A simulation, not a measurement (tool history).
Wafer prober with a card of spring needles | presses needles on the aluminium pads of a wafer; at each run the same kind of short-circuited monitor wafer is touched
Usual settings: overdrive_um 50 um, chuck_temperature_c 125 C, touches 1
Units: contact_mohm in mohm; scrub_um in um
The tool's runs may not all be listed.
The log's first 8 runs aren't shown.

| run | hour | overdrive_um | chuck_temperature_c | touches | contact_mohm | scrub_um |
|---|---|---|---|---|---|---|
|  | 165 | tips cleaned on abrasive film |
| 9 | 168 | 50 | 37 | 1 | 274 | 6.254 |
| 10 | 180.4 | 50 | 37 | 1 | 276 | 6.241 |
|  | 183.7 | tips cleaned on abrasive film |
|  | 201.5 | tips cleaned on abrasive film |
| 11 | 205.1 | 50 | 37 | 1 | 279 | 6.252 |
|  | 219.3 | tips cleaned on abrasive film |
| 12 | 230.3 | 50 | 37 | 1 | 279 | 6.275 |
|  | 238.2 | tips cleaned on abrasive film |
| 13 | 248.7 | 50 | 125 | 1 | 299 | 6.274 |
|  | 257.5 | tips cleaned on abrasive film |
| 14 | 269.4 | 50 | 125 | 1 | 303 | 6.275 |
|  | 276.2 | tips cleaned on abrasive film |
| 15 | 284 | 50 | 125 | 1 | 307 | 6.279 |
|  | 293.8 | tips cleaned on abrasive film |
|  | 311.4 | tips cleaned on abrasive film |
| 16 | 311.7 | 50 | 34 | 1 | 275 | 6.279 |
|  | 330.9 | tips cleaned on abrasive film |
| 17 | 337.5 | 50 | 34 | 1 | 273 | 6.29 |
|  | 348.7 | tips cleaned on abrasive film |
| 18 | 361.6 | 38 | 38 | 1 | 284 | 4.788 |
|  | 367.8 | tips cleaned on abrasive film |
|  | 371.7 | height of the first contact set anew |
|  | 386 | tips cleaned on abrasive film |
| 19 | 386.7 | 46 | 49 | 1 | 282 | 5.795 |
|  | 404.4 | tips cleaned on abrasive film |
| 20 | 414.3 | 64 | 38 | 2 | 272 | 8.075 |
|  | 422.3 | tips cleaned on abrasive film |
|  | 441.8 | tips cleaned on abrasive film |
| 21 | 443.9 | 36 | 125 | 2 | 320 | 4.546 |
|  | 461.4 | tips cleaned on abrasive film |
| 22 | 465.6 | 33 | 125 | 2 | 324 | 4.16 |
|  | 479 | tips cleaned on abrasive film |
| 23 | 479.9 | 38 | 40 | 1 | 287 | 4.805 |
|  | 497.5 | tips cleaned on abrasive film |
| 24 | 509.8 | 47 | 125 | 1 | 311 | 5.94 |
|  | 516.9 | tips cleaned on abrasive film |
| 25 | 530.9 | 47 | 125 | 1 | 304 | 5.96 |

Forecast run 26:
|  | 535.5 | tips cleaned on abrasive film |
|  | 554.2 | tips cleaned on abrasive film |
| 26 | 560.6 | 47 | 125 | 1 | ? | ? |

contact_mohm: 308 mohm
scrub_um: 5.952 um
Without the tool's hidden state the same run would have given contact_mohm 308 mohm, scrub_um 5.828 um.
